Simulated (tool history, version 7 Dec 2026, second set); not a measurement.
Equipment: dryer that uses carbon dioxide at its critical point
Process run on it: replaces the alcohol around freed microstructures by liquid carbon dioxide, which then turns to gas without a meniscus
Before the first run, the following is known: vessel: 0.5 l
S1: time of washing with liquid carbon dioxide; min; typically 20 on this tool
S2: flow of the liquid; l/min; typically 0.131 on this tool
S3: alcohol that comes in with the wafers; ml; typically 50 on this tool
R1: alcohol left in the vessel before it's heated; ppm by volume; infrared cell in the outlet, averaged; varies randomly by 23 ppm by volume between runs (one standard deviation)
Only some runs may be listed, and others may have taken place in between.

run     day  S1     S2  S3     R1
  1       0  20  0.131  50   2671
      1.729  -- inlet filter changed
  2   2.083  20  0.131  50   1541
  3   4.021  20  0.131  50   1603
  4   6.212  20  0.131  50   1654
  5   8.746  20  0.131  50   1704
  6    10.7  20  0.131  50   1874
  7  11.908  20  0.131  50   1875
  8  13.188  20  0.131  50   1938
  9  14.425  20  0.131  50   1970
 10  16.967  20  0.131  92   3683
 11  18.804  20  0.131  50   2079
 12  20.896  20  0.131  50   2217
 13  22.112  20  0.131  50   2216
 14  23.996  20  0.131  50   2252
 15  25.992  32  0.131  50    322
 16  28.179  32  0.131  43    313
 17  30.208  25  0.131  43    920
      31.15  -- purifier's bed changed
 18  32.833  25  0.131  43    905
 19  34.362  20  0.131  50   2583
 20  35.512  20  0.131  50   2734
      37.35  -- inlet filter changed
 21  38.017  20  0.086  50   6923
 22  39.108  20  0.089  50   6360
 23   41.15  20  0.089  50   6389
 24  42.567  29  0.116  71    779
 25  44.233  12  0.192  50   2694
 26  45.779  12  0.192  50   2703
 27   47.85  16  0.217  50    485
 28    49.4  18  0.187  50    616
 29  51.267  18  0.187  50    646
 30  53.717  18  0.187  50    686
 31  55.746  25   0.08  99  10801
 32  58.321  25   0.08  99  11224
 33  59.617  15  0.132  83   9285
 34  61.975  13  0.178  38   2605
 35  63.621  15  0.131  27   3338
 36  65.108  20  0.202  77    555
     65.679  -- purifier's bed changed
 37  67.633  22  0.209  51    155
 38  69.679  12  0.114  50  14881
 39  71.183  13  0.083  50  22762
 40   72.55  18  0.131  23   1744
     72.908  -- inlet filter changed
 41  73.812  20  0.152  90   1477
 42  76.412  22  0.131  50   1155
 43  77.879  20  0.107  99   7375
 44  80.329  17  0.082  99  24369
 45  82.375  17  0.116  26   2645
 46  84.142  18  0.083  43   9528

Branching from run 46: 3 alternative next runs. What would each branch give?
  A  86.271  18   0.09  27   ?
  B  86.271  18  0.083  35   ?
  C  86.271  17  0.131  87   ?

run    R1
  A  5099
  B  7732
  C  6185
Take away the tool's hidden state, keep each run's random variation, and the runs would have read:
run    R1
  A  4292
  B  6622
  C  4897
